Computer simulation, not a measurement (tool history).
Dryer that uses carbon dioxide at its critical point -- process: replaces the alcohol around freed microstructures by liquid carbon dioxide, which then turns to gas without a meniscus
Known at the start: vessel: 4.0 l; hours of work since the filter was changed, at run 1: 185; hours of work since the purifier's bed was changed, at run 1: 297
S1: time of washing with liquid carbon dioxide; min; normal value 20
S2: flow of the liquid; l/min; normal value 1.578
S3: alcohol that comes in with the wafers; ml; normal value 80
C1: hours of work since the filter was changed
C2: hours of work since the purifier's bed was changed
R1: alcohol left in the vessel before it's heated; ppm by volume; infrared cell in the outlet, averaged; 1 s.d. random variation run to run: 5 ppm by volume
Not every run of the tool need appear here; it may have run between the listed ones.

| run | hour | S1 | S2 | S3 | C1 | C2 | R1 |
|---|---|---|---|---|---|---|---|
| 1 | 0 | 20 | 1.578 | 80 | 185 | 297 | 111 |
| 2 | 9.9 | 20 | 1.578 | 80 | 192 | 304 | 109 |
| 3 | 25.9 | 20 | 1.578 | 80 | 203 | 315 | 114 |
| 4 | 36 | 20 | 1.578 | 80 | 210 | 322 | 115 |
| 5 | 50.5 | 20 | 1.578 | 80 | 220 | 332 | 116 |
| 6 | 62.8 | 32 | 1.578 | 80 | 229 | 341 | 45 |
| 7 | 82.7 | 19 | 1.578 | 80 | 242 | 355 | 143 |
| 8 | 100.3 | 15 | 1.578 | 65 | 255 | 367 | 279 |

Run 9 comes next. What will it give?
| 9 | 112.1 | 15 | 1.578 | 65 | 263 | 375 | ? |

Run 9 gave R1 296 ppm by volume.
With no hidden state in the tool, this same run would have given R1 168 ppm by volume.
